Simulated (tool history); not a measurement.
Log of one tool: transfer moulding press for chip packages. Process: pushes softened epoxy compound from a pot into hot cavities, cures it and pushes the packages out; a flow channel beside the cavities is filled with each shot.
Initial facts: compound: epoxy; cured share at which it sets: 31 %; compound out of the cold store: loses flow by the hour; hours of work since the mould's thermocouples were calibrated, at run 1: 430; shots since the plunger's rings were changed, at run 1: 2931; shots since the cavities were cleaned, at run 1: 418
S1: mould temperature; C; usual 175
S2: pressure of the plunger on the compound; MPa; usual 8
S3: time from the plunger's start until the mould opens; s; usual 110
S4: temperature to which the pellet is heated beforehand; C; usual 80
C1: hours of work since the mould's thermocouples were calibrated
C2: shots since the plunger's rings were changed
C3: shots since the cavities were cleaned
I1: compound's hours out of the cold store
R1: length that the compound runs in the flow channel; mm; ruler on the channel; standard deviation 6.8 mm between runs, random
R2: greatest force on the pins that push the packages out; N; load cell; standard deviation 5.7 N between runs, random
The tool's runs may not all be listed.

run 1 hour=0 | S1=175 S2=8 S3=110 S4=80 | C1=430 C2=2931 C3=418 | I1=14.1 | R1=902 R2=295
-- hour=27.1 cavities cleaned with cleaning compound and waxed
run 2 hour=29.7 | S1=170 S2=8 S3=110 S4=80 | C1=442 C2=3137 C3=19 | I1=21.9 | R1=907 R2=265
run 3 hour=46.5 | S1=170 S2=8 S3=110 S4=80 | C1=449 C2=3260 C3=142 | I1=42.3 | R1=820 R2=288
run 4 hour=76.6 | S1=170 S2=8 S3=110 S4=80 | C1=461 C2=3480 C3=362 | I1=12.9 | R1=911 R2=367
run 5 hour=92.3 | S1=175 S2=8 S3=110 S4=88 | C1=468 C2=3595 C3=477 | I1=45.9 | R1=795 R2=277
-- hour=109.9 cavities cleaned with cleaning compound and waxed
run 6 hour=116.8 | S1=175 S2=8 S3=110 S4=80 | C1=477 C2=3764 C3=50 | I1=10.1 | R1=908 R2=217
-- hour=130.1 plunger's sealing rings changed
run 7 hour=144 | S1=175 S2=8 S3=110 S4=80 | C1=488 C2=101 C3=230 | I1=15.6 | R1=960 R2=261
-- hour=148.2 mould's thermocouples calibrated
run 8 hour=167.7 | S1=175 S2=8.72 S3=110 S4=80 | C1=8 C2=260 C3=389 | I1=45.8 | R1=867 R2=272
-- hour=196.9 cavities cleaned with cleaning compound and waxed
run 9 hour=196.9 | S1=179 S2=8 S3=110 S4=80 | C1=20 C2=463 C3=0 | I1=18.8 | R1=915 R2=172
-- hour=213 mould's thermocouples calibrated, once more
run 10 hour=228.9 | S1=175 S2=8 S3=110 S4=80 | C1=7 C2=683 C3=220 | I1=22.2 | R1=930 R2=270
run 11 hour=251.9 | S1=175 S2=7.24 S3=110 S4=80 | C1=16 C2=851 C3=388 | I1=36.6 | R1=830 R2=285
run 12 hour=274.7 | S1=175 S2=7.24 S3=110 S4=80 | C1=26 C2=1018 C3=555 | I1=33.2 | R1=834 R2=289
-- hour=281.8 cavities cleaned with cleaning compound and waxed
run 13 hour=297.8 | S1=170 S2=6.91 S3=110 S4=85 | C1=35 C2=1176 C3=117 | I1=31.5 | R1=828 R2=288
run 14 hour=323.4 | S1=175 S2=7.19 S3=93 S4=80 | C1=45 C2=1363 C3=304 | I1=47.1 | R1=779 R2=340
run 15 hour=348.4 | S1=169 S2=9.56 S3=140 S4=81 | C1=56 C2=1547 C3=488 | I1=27.2 | R1=977 R2=290
-- hour=366.2 cavities cleaned with cleaning compound and waxed
run 16 hour=374.5 | S1=175 S2=7.15 S3=122 S4=80 | C1=66 C2=1727 C3=61 | I1=20.8 | R1=859 R2=198
run 17 hour=393.4 | S1=175 S2=7.15 S3=122 S4=80 | C1=74 C2=1865 C3=199 | I1=36 | R1=810 R2=233
run 18 hour=427.8 | S1=181 S2=6.88 S3=102 S4=79 | C1=88 C2=2116 C3=450 | I1=9.3 | R1=843 R2=272
-- hour=450.3 cavities cleaned with cleaning compound and waxed
run 19 hour=460 | S1=175 S2=7.81 S3=110 S4=84 | C1=101 C2=2341 C3=71 | I1=27.3 | R1=870 R2=233
run 20 hour=477.5 | S1=175 S2=9.05 S3=110 S4=80 | C1=108 C2=2470 C3=200 | I1=15.3 | R1=974 R2=256
run 21 hour=507.3 | S1=175 S2=9.05 S3=110 S4=80 | C1=121 C2=2688 C3=418 | I1=37.7 | R1=878 R2=289
-- hour=534.4 cavities cleaned with cleaning compound and waxed
run 22 hour=535.8 | S1=180 S2=9.67 S3=148 S4=80 | C1=132 C2=2886 C3=11 | I1=14.1 | R1=975 R2=186
run 23 hour=558.3 | S1=180 S2=9.67 S3=148 S4=80 | C1=141 C2=3050 C3=175 | I1=41.9 | R1=877 R2=219

Measured less the same run without the tool's hidden state. The same run-to-run variation is in both; the gauge's scatter may not be:
Hidden state at play: true mould temperature over the reading, C; pressure that reaches the compound, % of what is set; grip of the stained cavities, % over clean ones'; drift of the gauge itself on flow_mm, %; drift of the gauge itself on push_out_n, %.
run=1 R1=-54 R2=+85
run=2 R1=-58 R2=-3
run=3 R1=-55 R2=+39
run=4 R1=-65 R2=+87
run=5 R1=-59 R2=+83
run=6 R1=-71 R2=+11
run=7 R1=-7 R2=+54
run=8 R1=-11 R2=+72
run=9 R1=-14 R2=+0
run=10 R1=-14 R2=+64
run=11 R1=-14 R2=+84
run=12 R1=-17 R2=+95
run=13 R1=-20 R2=+45
run=14 R1=-21 R2=+90
run=15 R1=-30 R2=+90
run=16 R1=-29 R2=+23
run=17 R1=-30 R2=+54
run=18 R1=-35 R2=+82
run=19 R1=-40 R2=+25
run=20 R1=-48 R2=+55
run=21 R1=-48 R2=+88
run=22 R1=-57 R2=+5
run=23 R1=-54 R2=+45
